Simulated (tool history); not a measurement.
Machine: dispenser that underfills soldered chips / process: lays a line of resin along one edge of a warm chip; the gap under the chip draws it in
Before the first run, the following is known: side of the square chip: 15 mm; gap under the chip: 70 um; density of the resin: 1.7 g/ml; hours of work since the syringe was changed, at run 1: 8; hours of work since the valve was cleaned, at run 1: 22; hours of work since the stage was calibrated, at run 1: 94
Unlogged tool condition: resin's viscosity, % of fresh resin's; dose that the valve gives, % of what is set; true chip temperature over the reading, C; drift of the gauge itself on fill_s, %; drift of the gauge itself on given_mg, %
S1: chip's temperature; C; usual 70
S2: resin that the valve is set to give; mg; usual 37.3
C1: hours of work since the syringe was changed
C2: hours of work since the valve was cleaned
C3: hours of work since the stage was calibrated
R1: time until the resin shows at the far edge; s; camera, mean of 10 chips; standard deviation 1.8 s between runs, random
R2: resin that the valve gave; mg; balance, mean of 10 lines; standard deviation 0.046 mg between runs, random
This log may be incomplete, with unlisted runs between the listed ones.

run 1 hour=0 | S1=70 S2=37.3 | C1=8 C2=22 C3=94 | R1=253.5 R2=37.02
-- hour=2.6 new syringe of resin
run 2 hour=14.6 | S1=64 S2=37.3 | C1=8 C2=32 C3=104 | R1=351.7 R2=36.96
-- hour=16.1 new syringe of resin
run 3 hour=27.7 | S1=64 S2=37.3 | C1=8 C2=41 C3=113 | R1=344 R2=36.8
-- hour=29.2 new syringe of resin
-- hour=42.9 new syringe of resin
run 4 hour=45.2 | S1=70 S2=37.3 | C1=2 C2=53 C3=125 | R1=199.1 R2=36.68
-- hour=56.4 dispensing valve cleaned and set on the balance
-- hour=57.1 new syringe of resin
run 5 hour=57.1 | S1=70 S2=37.3 | C1=0 C2=0 C3=132 | R1=189.3 R2=37.38
run 6 hour=67 | S1=70 S2=37.3 | C1=7 C2=7 C3=139 | R1=254.1 R2=37.25
-- hour=70.8 new syringe of resin
run 7 hour=78.1 | S1=70 S2=37.3 | C1=5 C2=15 C3=147 | R1=235.8 R2=37.14
-- hour=84.3 new syringe of resin
run 8 hour=88.6 | S1=70 S2=37.3 | C1=3 C2=22 C3=154 | R1=214.2 R2=37.04
-- hour=97.5 new syringe of resin
run 9 hour=97.5 | S1=70 S2=37.3 | C1=0 C2=28 C3=160 | R1=185.9 R2=36.96
run 10 hour=106.4 | S1=70 S2=37.3 | C1=6 C2=35 C3=167 | R1=241.5 R2=36.92
-- hour=110.5 new syringe of resin
run 11 hour=120.9 | S1=70 S2=37.3 | C1=7 C2=45 C3=177 | R1=249.7 R2=36.81
-- hour=123.6 new syringe of resin
run 12 hour=135.8 | S1=70 S2=47.7 | C1=9 C2=55 C3=187 | R1=262.8 R2=46.93
-- hour=137.2 new syringe of resin
-- hour=143.1 dispensing valve cleaned and set on the balance
run 13 hour=148.2 | S1=70 S2=47.7 | C1=7 C2=4 C3=195 | R1=246.3 R2=47.61
-- hour=152.4 new syringe of resin
run 14 hour=164.6 | S1=70 S2=47.7 | C1=9 C2=15 C3=206 | R1=259.1 R2=47.5
-- hour=166 new syringe of resin
-- hour=180 new syringe of resin
run 15 hour=181.3 | S1=64 S2=43.2 | C1=1 C2=26 C3=218 | R1=248.1 R2=42.84
run 16 hour=190.6 | S1=65 S2=37.3 | C1=7 C2=33 C3=224 | R1=331.7 R2=36.9
-- hour=194.1 new syringe of resin
run 17 hour=203.8 | S1=65 S2=37.3 | C1=7 C2=42 C3=233 | R1=321.3 R2=36.75
-- hour=207.1 new syringe of resin
run 18 hour=211.4 | S1=65 S2=42.9 | C1=3 C2=47 C3=239 | R1=263.7 R2=42.26
run 19 hour=219.2 | S1=70 S2=42.9 | C1=9 C2=53 C3=244 | R1=270.7 R2=42.16
-- hour=220.5 new syringe of resin
-- hour=230 dispensing valve cleaned and set on the balance
-- hour=235.5 new syringe of resin
run 20 hour=235.6 | S1=75 S2=37.1 | C1=0 C2=4 C3=254 | R1=153.4 R2=36.91
-- hour=248.8 new syringe of resin
run 21 hour=249.7 | S1=82 S2=46.9 | C1=1 C2=13 C3=264 | R1=114.1 R2=46.55
run 22 hour=257.6 | S1=82 S2=46.9 | C1=6 C2=19 C3=270 | R1=145.7 R2=46.55
-- hour=262.6 new syringe of resin
run 23 hour=275 | S1=75 S2=34.9 | C1=9 C2=31 C3=282 | R1=230.2 R2=34.45

Entry by entry between the runs, the difference in hidden state between the last listed run before and the first listed run after:
After run 1, before run 2: new syringe of resin (hour 2.6)
  resin's viscosity, % of fresh resin's: 139.4 -> 144.8; dose that the valve gives, % of what is set: 99.34 -> 99.03; true chip temperature over the reading, C: -0.41 -> -0.48
  the result without the hidden state subtracted from the measured one, R1: +75.1 -> +114.9 s; R2: -0.24 -> -0.36 mg
After run 2, before run 3: new syringe of resin (hour 16.1)
  resin's viscosity, % of fresh resin's: 144.8 -> 143.8; dose that the valve gives, % of what is set: 99.03 -> 98.72; true chip temperature over the reading, C: -0.48 -> -0.54
  the result without the hidden state subtracted from the measured one, R1: +114.9 -> +111.2 s; R2: -0.36 -> -0.48 mg
After run 3, before run 4: new syringe of resin (hour 29.2); new syringe of resin (hour 42.9)
  resin's viscosity, % of fresh resin's: 143.8 -> 107.8; dose that the valve gives, % of what is set: 98.72 -> 98.32; true chip temperature over the reading, C: -0.54 -> -0.63
  the result without the hidden state subtracted from the measured one, R1: +111.2 -> +20 s; R2: -0.48 -> -0.63 mg
After run 4, before run 5: dispensing valve cleaned and set on the balance (hour 56.4); new syringe of resin (hour 57.1)
  resin's viscosity, % of fresh resin's: 107.8 -> 102.1; dose that the valve gives, % of what is set: 98.32 -> 100.12; true chip temperature over the reading, C: -0.63 -> -0.68
  the result without the hidden state subtracted from the measured one, R1: +20 -> +9.1 s; R2: -0.63 -> +0.04 mg
After run 6, before run 7: new syringe of resin (hour 70.8)
  resin's viscosity, % of fresh resin's: 137.8 -> 126.4; dose that the valve gives, % of what is set: 99.88 -> 99.61; true chip temperature over the reading, C: -0.72 -> -0.77
  the result without the hidden state subtracted from the measured one, R1: +75.4 -> +55.5 s; R2: -0.05 -> -0.15 mg
After run 7, before run 8: new syringe of resin (hour 84.3)
  resin's viscosity, % of fresh resin's: 126.4 -> 115.3; dose that the valve gives, % of what is set: 99.61 -> 99.37; true chip temperature over the reading, C: -0.77 -> -0.82
  the result without the hidden state subtracted from the measured one, R1: +55.5 -> +35.2 s; R2: -0.15 -> -0.24 mg
After run 8, before run 9: new syringe of resin (hour 97.5)
  resin's viscosity, % of fresh resin's: 115.3 -> 99.8; dose that the valve gives, % of what is set: 99.37 -> 99.16; true chip temperature over the reading, C: -0.82 -> -0.86
  the result without the hidden state subtracted from the measured one, R1: +35.2 -> +6.8 s; R2: -0.24 -> -0.31 mg
After run 10, before run 11: new syringe of resin (hour 110.5)
  resin's viscosity, % of fresh resin's: 130.9 -> 135.9; dose that the valve gives, % of what is set: 98.95 -> 98.62; true chip temperature over the reading, C: -0.9 -> -0.98
  the result without the hidden state subtracted from the measured one, R1: +64.6 -> +74 s; R2: -0.39 -> -0.51 mg
After run 11, before run 12: new syringe of resin (hour 123.6)
  resin's viscosity, % of fresh resin's: 135.9 -> 144.6; dose that the valve gives, % of what is set: 98.62 -> 98.26; true chip temperature over the reading, C: -0.98 -> -1.05
  the result without the hidden state subtracted from the measured one, R1: +74 -> +89.4 s; R2: -0.51 -> -0.84 mg
After run 12, before run 13: new syringe of resin (hour 137.2); dispensing valve cleaned and set on the balance (hour 143.1)
  resin's viscosity, % of fresh resin's: 144.6 -> 135.6; dose that the valve gives, % of what is set: 98.26 -> 99.94; true chip temperature over the reading, C: -1.05 -> -1.1
  the result without the hidden state subtracted from the measured one, R1: +89.4 -> +73 s; R2: -0.84 -> -0.02 mg
After run 13, before run 14: new syringe of resin (hour 152.4)
  resin's viscosity, % of fresh resin's: 135.6 -> 142.1; dose that the valve gives, % of what is set: 99.94 -> 99.58; true chip temperature over the reading, C: -1.1 -> -1.18
  the result without the hidden state subtracted from the measured one, R1: +73 -> +86.1 s; R2: -0.02 -> -0.2 mg
After run 14, before run 15: new syringe of resin (hour 166); new syringe of resin (hour 180)
  resin's viscosity, % of fresh resin's: 142.1 -> 104.9; dose that the valve gives, % of what is set: 99.58 -> 99.19; true chip temperature over the reading, C: -1.18 -> -1.26
  the result without the hidden state subtracted from the measured one, R1: +86.1 -> +24.9 s; R2: -0.2 -> -0.35 mg
After run 16, before run 17: new syringe of resin (hour 194.1)
  resin's viscosity, % of fresh resin's: 138.9 -> 135.2; dose that the valve gives, % of what is set: 98.94 -> 98.62; true chip temperature over the reading, C: -1.3 -> -1.36
  the result without the hidden state subtracted from the measured one, R1: +106.8 -> +98.4 s; R2: -0.4 -> -0.51 mg
After run 17, before run 18: new syringe of resin (hour 207.1)
  resin's viscosity, % of fresh resin's: 135.2 -> 114.1; dose that the valve gives, % of what is set: 98.62 -> 98.43; true chip temperature over the reading, C: -1.36 -> -1.4
  the result without the hidden state subtracted from the measured one, R1: +98.4 -> +46.9 s; R2: -0.51 -> -0.67 mg
After run 19, before run 20: new syringe of resin (hour 220.5); dispensing valve cleaned and set on the balance (hour 230); new syringe of resin (hour 235.5)
  resin's viscosity, % of fresh resin's: 144.1 -> 99.1; dose that the valve gives, % of what is set: 98.25 -> 99.74; true chip temperature over the reading, C: -1.43 -> -1.51
  the result without the hidden state subtracted from the measured one, R1: +94.6 -> +8.2 s; R2: -0.75 -> -0.1 mg
After run 20, before run 21: new syringe of resin (hour 248.8)
  resin's viscosity, % of fresh resin's: 99.1 -> 102.5; dose that the valve gives, % of what is set: 99.74 -> 99.39; true chip temperature over the reading, C: -1.51 -> -1.57
  the result without the hidden state subtracted from the measured one, R1: +8.2 -> +9.7 s; R2: -0.1 -> -0.29 mg
After run 22, before run 23: new syringe of resin (hour 262.6)
  resin's viscosity, % of fresh resin's: 130.1 -> 146.4; dose that the valve gives, % of what is set: 99.2 -> 98.79; true chip temperature over the reading, C: -1.61 -> -1.69
  the result without the hidden state subtracted from the measured one, R1: +40.8 -> +84.3 s; R2: -0.38 -> -0.42 mg

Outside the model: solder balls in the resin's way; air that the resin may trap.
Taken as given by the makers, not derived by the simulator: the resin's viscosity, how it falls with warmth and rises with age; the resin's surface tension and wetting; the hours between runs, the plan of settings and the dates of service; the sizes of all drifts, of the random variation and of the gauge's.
